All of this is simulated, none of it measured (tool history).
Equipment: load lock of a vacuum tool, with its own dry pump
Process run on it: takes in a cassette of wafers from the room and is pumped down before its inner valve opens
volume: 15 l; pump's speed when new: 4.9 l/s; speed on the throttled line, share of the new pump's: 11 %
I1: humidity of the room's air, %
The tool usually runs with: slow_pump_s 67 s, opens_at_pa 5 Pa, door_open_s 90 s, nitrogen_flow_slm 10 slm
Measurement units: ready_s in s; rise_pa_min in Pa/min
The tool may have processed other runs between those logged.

{"run": 1, "day": 0.0, "slow_pump_s": 67, "opens_at_pa": 5, "door_open_s": 90, "nitrogen_flow_slm": 10, "I1": 45.6, "ready_s": 93.1, "rise_pa_min": 0.631}
{"run": 2, "day": 8.629, "slow_pump_s": 67, "opens_at_pa": 5, "door_open_s": 90, "nitrogen_flow_slm": 10, "I1": 40.7, "ready_s": 94.0, "rise_pa_min": 0.644}
{"run": 3, "day": 23.108, "slow_pump_s": 67, "opens_at_pa": 5, "door_open_s": 90, "nitrogen_flow_slm": 10, "I1": 45.9, "ready_s": 93.8, "rise_pa_min": 0.67}
{"run": 4, "day": 36.854, "slow_pump_s": 67, "opens_at_pa": 5, "door_open_s": 90, "nitrogen_flow_slm": 10, "I1": 45.4, "ready_s": 94.3, "rise_pa_min": 0.692}
{"run": 5, "day": 45.271, "slow_pump_s": 67, "opens_at_pa": 5, "door_open_s": 90, "nitrogen_flow_slm": 10, "I1": 46.8, "ready_s": 94.7, "rise_pa_min": 0.701}
{"run": 6, "day": 63.158, "slow_pump_s": 67, "opens_at_pa": 5, "door_open_s": 90, "nitrogen_flow_slm": 10, "I1": 45.3, "ready_s": 95.1, "rise_pa_min": 0.722}
{"run": 7, "day": 74.467, "slow_pump_s": 67, "opens_at_pa": 5, "door_open_s": 90, "nitrogen_flow_slm": 10, "I1": 43.1, "ready_s": 94.1, "rise_pa_min": 0.743}
{"run": 8, "day": 83.308, "slow_pump_s": 67, "opens_at_pa": 5, "door_open_s": 90, "nitrogen_flow_slm": 10, "I1": 48.4, "ready_s": 94.4, "rise_pa_min": 0.765}
{"day": 98.304, "done": "door's seal changed, seat wiped"}
{"run": 9, "day": 99.554, "slow_pump_s": 67, "opens_at_pa": 5, "door_open_s": 90, "nitrogen_flow_slm": 10, "I1": 42.1, "ready_s": 95.0, "rise_pa_min": 0.085}
{"run": 10, "day": 116.983, "slow_pump_s": 67, "opens_at_pa": 5, "door_open_s": 90, "nitrogen_flow_slm": 10, "I1": 46.8, "ready_s": 94.9, "rise_pa_min": 0.096}
{"run": 11, "day": 135.404, "slow_pump_s": 67, "opens_at_pa": 5, "door_open_s": 90, "nitrogen_flow_slm": 10, "I1": 46.8, "ready_s": 95.2, "rise_pa_min": 0.107}
{"run": 12, "day": 143.758, "slow_pump_s": 67, "opens_at_pa": 5, "door_open_s": 90, "nitrogen_flow_slm": 10, "I1": 45.0, "ready_s": 95.6, "rise_pa_min": 0.095}
{"run": 13, "day": 153.654, "slow_pump_s": 67, "opens_at_pa": 5, "door_open_s": 90, "nitrogen_flow_slm": 10, "I1": 41.8, "ready_s": 94.8, "rise_pa_min": 0.096}
{"run": 14, "day": 170.146, "slow_pump_s": 67, "opens_at_pa": 5, "door_open_s": 90, "nitrogen_flow_slm": 10, "I1": 45.1, "ready_s": 95.1, "rise_pa_min": 0.108}
{"run": 15, "day": 186.025, "slow_pump_s": 48, "opens_at_pa": 6, "door_open_s": 90, "nitrogen_flow_slm": 10, "I1": 43.1, "ready_s": 78.5, "rise_pa_min": 0.119}
{"run": 16, "day": 197.962, "slow_pump_s": 67, "opens_at_pa": 5, "door_open_s": 74, "nitrogen_flow_slm": 11, "I1": 44.0, "ready_s": 96.7, "rise_pa_min": 0.11}
{"run": 17, "day": 212.929, "slow_pump_s": 47, "opens_at_pa": 5, "door_open_s": 90, "nitrogen_flow_slm": 10, "I1": 46.4, "ready_s": 78.1, "rise_pa_min": 0.136}
{"run": 18, "day": 228.4, "slow_pump_s": 47, "opens_at_pa": 5, "door_open_s": 90, "nitrogen_flow_slm": 10, "I1": 45.1, "ready_s": 79.1, "rise_pa_min": 0.138}
{"day": 231.775, "done": "dry pump taken out, an overhauled one fitted"}
{"run": 19, "day": 238.904, "slow_pump_s": 47, "opens_at_pa": 5, "door_open_s": 90, "nitrogen_flow_slm": 10, "I1": 46.0, "ready_s": 72.5, "rise_pa_min": 0.144}
{"run": 20, "day": 252.312, "slow_pump_s": 94, "opens_at_pa": 5, "door_open_s": 90, "nitrogen_flow_slm": 26, "I1": 44.0, "ready_s": 115.1, "rise_pa_min": 0.113}
{"run": 21, "day": 271.562, "slow_pump_s": 94, "opens_at_pa": 5, "door_open_s": 90, "nitrogen_flow_slm": 26, "I1": 47.3, "ready_s": 115.4, "rise_pa_min": 0.13}
{"run": 22, "day": 282.254, "slow_pump_s": 36, "opens_at_pa": 5, "door_open_s": 130, "nitrogen_flow_slm": 10, "I1": 45.8, "ready_s": 63.2, "rise_pa_min": 0.18}
{"run": 23, "day": 292.167, "slow_pump_s": 36, "opens_at_pa": 5, "door_open_s": 44, "nitrogen_flow_slm": 7, "I1": 47.6, "ready_s": 63.2, "rise_pa_min": 0.162}
{"run": 24, "day": 305.579, "slow_pump_s": 36, "opens_at_pa": 5, "door_open_s": 44, "nitrogen_flow_slm": 7, "I1": 48.3, "ready_s": 62.2, "rise_pa_min": 0.17}
{"run": 25, "day": 317.621, "slow_pump_s": 36, "opens_at_pa": 5, "door_open_s": 44, "nitrogen_flow_slm": 7, "I1": 44.7, "ready_s": 62.7, "rise_pa_min": 0.179}
{"run": 26, "day": 333.842, "slow_pump_s": 79, "opens_at_pa": 5, "door_open_s": 156, "nitrogen_flow_slm": 8, "I1": 45.5, "ready_s": 100.4, "rise_pa_min": 0.235}
{"run": 27, "day": 351.171, "slow_pump_s": 79, "opens_at_pa": 5, "door_open_s": 37, "nitrogen_flow_slm": 10, "I1": 44.1, "ready_s": 101.1, "rise_pa_min": 0.188}

Forecast each of these 5 alternatives for the next run:
{"run": "A", "day": 368.15, "slow_pump_s": 110, "opens_at_pa": 10, "door_open_s": 37, "nitrogen_flow_slm": 6, "I1": 45.0, "ready_s": "?", "rise_pa_min": "?"}
{"run": "B", "day": 368.15, "slow_pump_s": 58, "opens_at_pa": 5, "door_open_s": 37, "nitrogen_flow_slm": 8, "I1": 44.2, "ready_s": "?", "rise_pa_min": "?"}
{"run": "C", "day": 368.15, "slow_pump_s": 79, "opens_at_pa": 8, "door_open_s": 37, "nitrogen_flow_slm": 10, "I1": 46.5, "ready_s": "?", "rise_pa_min": "?"}
{"run": "D", "day": 368.15, "slow_pump_s": 119, "opens_at_pa": 4, "door_open_s": 122, "nitrogen_flow_slm": 10, "I1": 42.0, "ready_s": "?", "rise_pa_min": "?"}
{"run": "E", "day": 368.15, "slow_pump_s": 67, "opens_at_pa": 5, "door_open_s": 53, "nitrogen_flow_slm": 6, "I1": 42.0, "ready_s": "?", "rise_pa_min": "?"}

run=A ready_s=127.4 rise_pa_min=0.209
run=B ready_s=83.4 rise_pa_min=0.201
run=C ready_s=100.2 rise_pa_min=0.202
run=D ready_s=137.9 rise_pa_min=0.240
run=E ready_s=91.1 rise_pa_min=0.219
Had the tool no hidden state, the same runs would have come out as:
run=A ready_s=126.8 rise_pa_min=0.066
run=B ready_s=82.4 rise_pa_min=0.056
run=C ready_s=99.4 rise_pa_min=0.056
run=D ready_s=137.2 rise_pa_min=0.093
run=E ready_s=90.1 rise_pa_min=0.074
